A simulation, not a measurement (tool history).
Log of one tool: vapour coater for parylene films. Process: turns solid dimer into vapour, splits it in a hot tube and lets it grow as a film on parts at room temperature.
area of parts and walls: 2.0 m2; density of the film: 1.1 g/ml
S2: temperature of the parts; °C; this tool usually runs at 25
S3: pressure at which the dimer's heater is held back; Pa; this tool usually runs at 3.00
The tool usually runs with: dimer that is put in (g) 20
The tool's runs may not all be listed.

Run 1, hour 0.0: usual settings. Result: thickness of the film (um) 7.19.
At hour 22.2: trap's valve overhauled.
Run 2, hour 78.7: usual settings. Result: thickness of the film (um) 7.66.
Run 3, hour 121.0: usual settings. Result: thickness of the film (um) 7.64.
Run 4, hour 196.2: usual settings but S2 35 °C. Result: thickness of the film (um) 6.16.
Run 5, hour 249.3: usual settings. Result: thickness of the film (um) 7.52.
Run 6, hour 324.8: usual settings. Result: thickness of the film (um) 7.42.
Run 7, hour 383.8: usual settings but dimer that is put in (g) 12. Result: thickness of the film (um) 4.42.
Run 8, hour 451.0: usual settings but dimer that is put in (g) 23. Result: thickness of the film (um) 8.43.
At hour 491.9: table's thermometer calibrated.
Run 9, hour 496.6: usual settings but dimer that is put in (g) 23. Result: thickness of the film (um) 8.49.
Run 10, hour 542.8: usual settings but dimer that is put in (g) 23. Result: thickness of the film (um) 8.51.
Run 11, hour 576.3: usual settings but dimer that is put in (g) 23. Result: thickness of the film (um) 8.38.
At hour 634.7: trap's valve overhauled.
Run 12, hour 647.8: usual settings. Result: thickness of the film (um) 7.73.
Run 13, hour 714.8: usual settings but dimer that is put in (g) 14, S3 2.32 Pa. Result: thickness of the film (um) 5.69.
Run 14, hour 771.0: usual settings but dimer that is put in (g) 12, S3 5.64 Pa. Result: thickness of the film (um) 3.93.
Run 15, hour 841.9: usual settings but dimer that is put in (g) 12, S2 20 °C, S3 5.64 Pa. Result: thickness of the film (um) 4.31.
Run 16, hour 874.6: usual settings but dimer that is put in (g) 12, S2 20 °C, S3 5.64 Pa. Result: thickness of the film (um) 4.28.
Run 17, hour 946.0: usual settings but dimer that is put in (g) 8, S3 2.73 Pa. Result: thickness of the film (um) 3.06.
Run 18, hour 1015.5: usual settings but dimer that is put in (g) 21, S2 18 °C, S3 5.78 Pa. Result: thickness of the film (um) 7.73.
Run 19, hour 1057.8: usual settings but dimer that is put in (g) 29, S2 28 °C, S3 4.26 Pa. Result: thickness of the film (um) 9.19.
Run 20, hour 1113.6: usual settings but dimer that is put in (g) 15, S2 17 °C, S3 3.81 Pa. Result: thickness of the film (um) 6.08.
Run 21, hour 1146.7: usual settings but dimer that is put in (g) 15, S2 17 °C, S3 3.81 Pa. Result: thickness of the film (um) 6.08.
Run 22, hour 1210.0: usual settings but dimer that is put in (g) 31, S3 3.81 Pa. Result: thickness of the film (um) 10.53.
At hour 1242.4: trap's valve overhauled.
Run 23, hour 1270.2: usual settings but dimer that is put in (g) 15. Result: thickness of the film (um) 5.79.

4 options for the next run, each taken on its own from the tool as it stands now. Forecast them:
Run A, hour 1314.8: usual settings but dimer that is put in (g) 28, S2 28 °C, S3 2.16 Pa. Result: thickness of the film (um) ?.
Run B, hour 1314.8: usual settings but dimer that is put in (g) 14. Result: thickness of the film (um) ?.
Run C, hour 1314.8: usual settings but dimer that is put in (g) 13, S2 23 °C, S3 3.53 Pa. Result: thickness of the film (um) ?.
Run D, hour 1314.8: usual settings but dimer that is put in (g) 15, S3 5.33 Pa. Result: thickness of the film (um) ?.

run  thickness of the film (um)
  A                       10.87
  B                        5.38
  C                        5.01
  D                        5.06
Stripped of hidden state, with their random variation kept, the same runs would have yielded:
run  thickness of the film (um)
  A                       11.16
  B                        5.52
  C                        5.15
  D                        5.19

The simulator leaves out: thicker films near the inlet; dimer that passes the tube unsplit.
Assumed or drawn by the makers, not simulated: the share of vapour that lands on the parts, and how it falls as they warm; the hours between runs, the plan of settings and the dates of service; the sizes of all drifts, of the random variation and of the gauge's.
